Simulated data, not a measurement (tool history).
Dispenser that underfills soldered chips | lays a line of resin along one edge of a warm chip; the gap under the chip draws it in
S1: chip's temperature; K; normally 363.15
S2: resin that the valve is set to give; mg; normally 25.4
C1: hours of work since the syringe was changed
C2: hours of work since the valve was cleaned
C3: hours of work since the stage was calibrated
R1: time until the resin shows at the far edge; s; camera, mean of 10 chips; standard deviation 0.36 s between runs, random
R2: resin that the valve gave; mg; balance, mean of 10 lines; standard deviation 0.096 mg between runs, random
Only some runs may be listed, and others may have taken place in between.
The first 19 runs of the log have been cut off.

run,hour,S1,S2,C1,C2,C3,R1,R2
20,68.5,371.15,24.6,2,41,137,14.6,24.21
21,71.9,349.15,22.8,4,43,139,47.5,22.38
22,74.7,349.15,22.8,6,44,141,52.8,22.41
# hour 77.7: new syringe of resin
23,80.1,348.15,28.5,1,48,144,41.9,27.84
24,84.8,348.15,28.5,4,50,147,48.8,27.88
25,88.7,358.15,29.0,7,53,149,34.2,28.41
# hour 90.2: new syringe of resin
26,92.8,374.15,25.4,2,55,151,12.8,24.82
27,95.3,374.15,25.4,3,57,153,14.0,24.77
28,99.2,363.15,22.4,5,59,155,26.2,22.05
# hour 102.5: new syringe of resin
29,102.5,363.15,22.4,0,61,157,19.1,21.82
30,107.1,367.15,22.1,3,64,160,18.3,21.58
31,110.7,363.15,26.6,5,66,162,23.7,25.95
32,113.9,368.15,25.4,7,68,164,21.3,24.80
# hour 114.9: new syringe of resin
33,116.6,353.15,22.4,1,69,166,33.8,21.69
34,121.3,354.15,26.1,4,72,168,36.6,25.32
35,124.9,354.15,26.1,6,74,171,40.4,25.30
# hour 127.3: new syringe of resin
36,128.6,352.15,27.3,1,76,173,33.3,26.37

Consider 3 possible next runs. They are alternatives, not a sequence: every one starts from the tool as it was left by run 36. What does each give?
A,132.2,353.15,24.6,3,79,175,?,?
B,132.2,366.15,24.1,3,79,175,?,?
C,132.2,378.15,27.3,3,79,175,?,?

run,R1,R2
A,35.6,23.74
B,19.6,23.42
C,10.5,26.54
What these runs would have given with no unlogged condition in the tool:
run,R1,R2
A,30.9,24.50
B,17.0,24.17
C,9.0,27.40
